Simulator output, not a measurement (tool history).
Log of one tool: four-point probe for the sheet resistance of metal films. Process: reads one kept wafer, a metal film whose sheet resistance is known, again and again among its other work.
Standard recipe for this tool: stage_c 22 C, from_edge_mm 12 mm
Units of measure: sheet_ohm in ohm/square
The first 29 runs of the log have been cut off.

run 30 day=70.512 | stage_c=26 from_edge_mm=37 | sheet_ohm=14.540673
-- day=72.104 new probe head fitted
run 31 day=72.850 | stage_c=22 from_edge_mm=36 | sheet_ohm=14.259318
run 32 day=76.238 | stage_c=22 from_edge_mm=3 | sheet_ohm=14.599762
run 33 day=78.733 | stage_c=22 from_edge_mm=3 | sheet_ohm=14.607312
run 34 day=80.492 | stage_c=22 from_edge_mm=3 | sheet_ohm=14.620156
run 35 day=82.212 | stage_c=32 from_edge_mm=14 | sheet_ohm=14.317527
run 36 day=83.800 | stage_c=32 from_edge_mm=14 | sheet_ohm=14.320167
run 37 day=86.738 | stage_c=25 from_edge_mm=10 | sheet_ohm=14.338764
run 38 day=88.158 | stage_c=25 from_edge_mm=10 | sheet_ohm=14.336046
run 39 day=89.962 | stage_c=25 from_edge_mm=10 | sheet_ohm=14.341998
run 40 day=92.150 | stage_c=35 from_edge_mm=10 | sheet_ohm=14.365985
run 41 day=95.329 | stage_c=35 from_edge_mm=10 | sheet_ohm=14.380635

What if the next run were any one of these 4? Each begins from the tool's condition after run 41:
run A day=97.071 | stage_c=35 from_edge_mm=6 | sheet_ohm=?
run B day=97.071 | stage_c=24 from_edge_mm=16 | sheet_ohm=?
run C day=97.071 | stage_c=22 from_edge_mm=47 | sheet_ohm=?
run D day=97.071 | stage_c=21 from_edge_mm=16 | sheet_ohm=?

run=A sheet_ohm=14.442207
run=B sheet_ohm=14.339686
run=C sheet_ohm=14.329943
run=D sheet_ohm=14.339876
Without the tool's unlogged condition, the same runs would have read:
run=A sheet_ohm=14.437338
run=B sheet_ohm=14.335724
run=C sheet_ohm=14.326148
run=D sheet_ohm=14.336165

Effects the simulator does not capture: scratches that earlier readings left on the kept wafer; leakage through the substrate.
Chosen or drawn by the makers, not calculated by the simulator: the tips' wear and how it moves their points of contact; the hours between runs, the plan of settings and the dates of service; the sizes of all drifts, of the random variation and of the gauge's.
